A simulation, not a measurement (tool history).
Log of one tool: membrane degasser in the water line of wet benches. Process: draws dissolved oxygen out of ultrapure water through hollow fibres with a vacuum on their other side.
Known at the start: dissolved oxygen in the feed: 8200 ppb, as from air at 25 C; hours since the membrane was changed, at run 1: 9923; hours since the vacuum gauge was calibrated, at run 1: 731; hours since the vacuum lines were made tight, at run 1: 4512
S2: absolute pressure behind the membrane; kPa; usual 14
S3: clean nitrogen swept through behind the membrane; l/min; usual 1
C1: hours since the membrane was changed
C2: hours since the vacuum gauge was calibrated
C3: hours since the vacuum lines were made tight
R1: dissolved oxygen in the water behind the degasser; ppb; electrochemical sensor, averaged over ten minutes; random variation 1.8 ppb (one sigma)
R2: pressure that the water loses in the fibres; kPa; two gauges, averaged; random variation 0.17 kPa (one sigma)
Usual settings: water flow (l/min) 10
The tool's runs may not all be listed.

Run 1, day 0: usual settings; C1 9923; C2 731; C3 4512. Result: R1 276.9 ppb, R2 28 kPa.
Run 2, day 8.879: usual settings; C1 10136; C2 944; C3 4725. Result: R1 275.3 ppb, R2 28.09 kPa.
Run 3, day 15.221: usual settings but S3 0.69 l/min; C1 10288; C2 1096; C3 4877. Result: R1 374.7 ppb, R2 28.37 kPa.
Run 4, day 20.321: usual settings but S3 0.69 l/min; C1 10410; C2 1218; C3 5000. Result: R1 376.2 ppb, R2 28.12 kPa.
Run 5, day 25.312: usual settings but S2 25.4 kPa; C1 10530; C2 1338; C3 5120. Result: R1 527.7 ppb, R2 28.43 kPa.
Run 6, day 32.012: usual settings but water flow (l/min) 9, S2 25.4 kPa; C1 10691; C2 1499; C3 5280. Result: R1 478.2 ppb, R2 25.46 kPa.
Run 7, day 40.383: usual settings but S2 28.1 kPa; C1 10892; C2 1700; C3 5481. Result: R1 586.9 ppb, R2 28.45 kPa.
Run 8, day 47.617: usual settings; C1 11065; C2 1874; C3 5655. Result: R1 278.4 ppb, R2 28.41 kPa.
At day 51.729: seals of the vacuum lines changed.
Run 9, day 53.025: usual settings but water flow (l/min) 11, S2 26.8 kPa, S3 0.87 l/min; C1 11193; C2 2001; C3 31. Result: R1 674.9 ppb, R2 31.28 kPa.
Run 10, day 63.092: usual settings but water flow (l/min) 14, S2 13.2 kPa, S3 0.69 l/min; C1 11435; C2 2243; C3 273. Result: R1 501.9 ppb, R2 39.66 kPa.
Run 11, day 68.742: usual settings but water flow (l/min) 14, S2 13.2 kPa, S3 0.69 l/min; C1 11570; C2 2379; C3 408. Result: R1 509.7 ppb, R2 40.05 kPa.
Run 12, day 78.379: usual settings but S3 1.24 l/min; C1 11802; C2 2610; C3 640. Result: R1 230.3 ppb, R2 28.24 kPa.
Run 13, day 85.117: usual settings but water flow (l/min) 6, S2 26.9 kPa; C1 11963; C2 2772; C3 801. Result: R1 335.4 ppb, R2 16.95 kPa.
Run 14, day 93.183: usual settings but water flow (l/min) 13, S2 23.1 kPa, S3 1.36 l/min; C1 12157; C2 2965; C3 995. Result: R1 481.9 ppb, R2 36.99 kPa.
Run 15, day 103.85: usual settings but water flow (l/min) 13, S2 23.1 kPa, S3 1.36 l/min; C1 12413; C2 3221; C3 1251. Result: R1 488.2 ppb, R2 36.91 kPa.
Run 16, day 112.475: usual settings but water flow (l/min) 9, S2 11.9 kPa, S3 2.32 l/min; C1 12620; C2 3428; C3 1458. Result: R1 101.5 ppb, R2 25.83 kPa.

Some steps in R1 between neighbouring runs. How much of each would the tool show without its hidden state too (settings, what came in, random variation), and how much is left for the hidden state, with any gauge scatter that isn't in both results?
The hidden state here: membrane still open, %; true pressure behind the membrane over the reading, kPa; air that leaks in behind the membrane, l/min; drift of the gauge itself on oxygen_ppb, %; drift of the gauge itself on loss_of_pressure_kpa, %.
Run 8 -> 9: water flow (l/min) 10 -> 11, S2 14 -> 26.8, S3 1 -> 0.87, seals of the vacuum lines changed. R1 +396.5 ppb: hidden state -3.1, all else +399.6.
Run 13 -> 14: water flow (l/min) 6 -> 13, S2 26.9 -> 23.1, S3 1 -> 1.36. R1 +146.5 ppb: hidden state +10.8, all else +135.7.
